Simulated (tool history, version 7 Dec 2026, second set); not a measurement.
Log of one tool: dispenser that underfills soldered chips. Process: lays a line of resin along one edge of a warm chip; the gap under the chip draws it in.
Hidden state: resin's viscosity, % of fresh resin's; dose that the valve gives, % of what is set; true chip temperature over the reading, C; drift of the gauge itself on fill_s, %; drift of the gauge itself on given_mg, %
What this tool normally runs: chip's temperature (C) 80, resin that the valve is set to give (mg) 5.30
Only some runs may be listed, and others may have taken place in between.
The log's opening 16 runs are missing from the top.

run   hour  chip's temperature (C)  resin that the valve is set to give (mg)  hours of work since the syringe was changed  hours of work since the valve was cleaned  hours of work since the stage was calibrated  time until the resin shows at the far edge (s)  resin that the valve gave (mg)
 17  194.4                      87                                      5.30                                            6                                         35                                           463                                             8.9                            5.17
     199.7  -- new syringe of resin
 18  203.4                      80                                      4.54                                            2                                         41                                           468                                            10.0                            4.42
     214.0  -- new syringe of resin
 19  218.9                      65                                      4.82                                            3                                         50                                           478                                            17.3                            4.56
     228.3  -- new syringe of resin
 20  233.0                      69                                      5.85                                            3                                         59                                           486                                            14.2                            5.56
     242.0  -- new syringe of resin
 21  249.6                      82                                      5.11                                            5                                         69                                           497                                            10.9                            4.84
     256.8  -- new syringe of resin
 22  260.1                      82                                      5.11                                            2                                         76                                           503                                             9.4                            4.74
 23  269.9                      82                                      5.11                                            8                                         82                                           509                                            12.1                            4.63
     271.5  -- new syringe of resin
     272.5  -- dispensing valve cleaned and set on the balance
     286.2  -- new syringe of resin
 24  286.2                      76                                      4.76                                            0                                          8                                           519                                            10.9                            4.73
 25  298.2                      68                                      5.19                                            8                                         16                                           526                                            16.9                            5.12
     300.6  -- new syringe of resin
 26  309.4                      75                                      5.10                                            6                                         23                                           533                                            12.9                            4.99
     314.9  -- new syringe of resin
 27  324.3                      94                                      6.49                                            6                                         32                                           542                                             7.2                            6.23
     329.3  -- new syringe of resin
 28  332.2                      94                                      6.49                                            2                                         37                                           547                                             5.5                            6.29
 29  340.1                      69                                      6.49                                            7                                         42                                           552                                            15.4                            6.22
     343.1  -- new syringe of resin
 30  351.4                      67                                      5.66                                            5                                         49                                           559                                            15.9                            5.57
     357.4  -- new syringe of resin
 31  366.4                      93                                      5.30                                            6                                         58                                           568                                             7.5                            4.95
     371.8  -- new syringe of resin
 32  377.5                      93                                      5.30                                            4                                         65                                           575                                             6.7                            4.95
     385.4  -- new syringe of resin
 33  388.4                      93                                      5.30                                            2                                         72                                           582                                             6.6                            5.02
 34  396.3                      85                                      5.52                                            7                                         77                                           587                                             9.8                            5.01
     399.1  -- new syringe of resin
 35  404.8                      82                                      5.71                                            4                                         82                                           592                                             9.2                            5.25
     407.3  -- dispensing valve cleaned and set on the balance
     413.6  -- new syringe of resin
 36  421.0                      73                                      5.71                                            5                                          8                                           601                                            12.6                            5.67

Consider 3 possible next runs. They are alternatives, not a sequence: every one starts from the tool as it was left by run 36. What does each give?
     427.4  -- new syringe of resin
  A  437.7                      82                                      5.58                                            6                                         19                                           612                                               ?                               ?
     427.4  -- new syringe of resin
  B  437.7                      89                                      6.59                                            6                                         19                                           612                                               ?                               ?
     427.4  -- new syringe of resin
  C  437.7                      75                                      5.71                                            6                                         19                                           612                                               ?                               ?

run  time until the resin shows at the far edge (s)  resin that the valve gave (mg)
  A                                            10.2                            5.53
  B                                             7.9                            6.50
  C                                            12.4                            5.61
Without the tool's hidden state the same runs would have given:
run  time until the resin shows at the far edge (s)  resin that the valve gave (mg)
  A                                             9.1                            5.63
  B                                             7.0                            6.62
  C                                            11.1                            5.71
